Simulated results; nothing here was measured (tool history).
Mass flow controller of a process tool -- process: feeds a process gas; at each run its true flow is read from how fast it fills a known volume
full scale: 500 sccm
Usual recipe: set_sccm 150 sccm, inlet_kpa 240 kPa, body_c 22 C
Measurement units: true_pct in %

{"run": 1, "hour": 0.0, "set_sccm": 150, "inlet_kpa": 240, "body_c": 22, "true_pct": 98.45}
{"run": 2, "hour": 69.2, "set_sccm": 56, "inlet_kpa": 240, "body_c": 22, "true_pct": 97.87}
{"run": 3, "hour": 144.2, "set_sccm": 56, "inlet_kpa": 240, "body_c": 22, "true_pct": 97.69}
{"run": 4, "hour": 177.6, "set_sccm": 56, "inlet_kpa": 240, "body_c": 22, "true_pct": 97.77}
{"run": 5, "hour": 247.3, "set_sccm": 56, "inlet_kpa": 240, "body_c": 22, "true_pct": 97.5}
{"run": 6, "hour": 319.7, "set_sccm": 56, "inlet_kpa": 240, "body_c": 22, "true_pct": 97.65}
{"run": 7, "hour": 359.4, "set_sccm": 56, "inlet_kpa": 240, "body_c": 22, "true_pct": 97.54}
{"run": 8, "hour": 406.6, "set_sccm": 56, "inlet_kpa": 240, "body_c": 22, "true_pct": 97.53}
{"run": 9, "hour": 461.1, "set_sccm": 480, "inlet_kpa": 240, "body_c": 22, "true_pct": 99.02}
{"run": 10, "hour": 514.9, "set_sccm": 309, "inlet_kpa": 160, "body_c": 24, "true_pct": 98.99}
{"run": 11, "hour": 568.7, "set_sccm": 309, "inlet_kpa": 252, "body_c": 24, "true_pct": 98.51}
{"run": 12, "hour": 635.8, "set_sccm": 309, "inlet_kpa": 252, "body_c": 24, "true_pct": 98.49}
{"run": 13, "hour": 706.3, "set_sccm": 150, "inlet_kpa": 167, "body_c": 22, "true_pct": 98.58}
{"run": 14, "hour": 763.9, "set_sccm": 150, "inlet_kpa": 167, "body_c": 22, "true_pct": 98.42}
{"run": 15, "hour": 796.9, "set_sccm": 273, "inlet_kpa": 184, "body_c": 22, "true_pct": 98.76}
{"run": 16, "hour": 844.3, "set_sccm": 273, "inlet_kpa": 184, "body_c": 22, "true_pct": 98.58}
{"run": 17, "hour": 919.1, "set_sccm": 296, "inlet_kpa": 255, "body_c": 24, "true_pct": 98.39}

Measured less the same run without the tool's hidden state. The same run-to-run variation is in both; the gauge's scatter may not be:
Hidden conditions of the tool in this case: flow at rest that the sensor doesn't see, % of full scale; true flow over the shown one, %; drift of the gauge itself on true_pct, %.
run=1 true_pct=-0.89
run=2 true_pct=-1.37
run=3 true_pct=-1.4
run=4 true_pct=-1.42
run=5 true_pct=-1.46
run=6 true_pct=-1.49
run=7 true_pct=-1.52
run=8 true_pct=-1.54
run=9 true_pct=-0.83
run=10 true_pct=-0.89
run=11 true_pct=-0.91
run=12 true_pct=-0.92
run=13 true_pct=-1.12
run=14 true_pct=-1.14
run=15 true_pct=-0.99
run=16 true_pct=-1
run=17 true_pct=-1

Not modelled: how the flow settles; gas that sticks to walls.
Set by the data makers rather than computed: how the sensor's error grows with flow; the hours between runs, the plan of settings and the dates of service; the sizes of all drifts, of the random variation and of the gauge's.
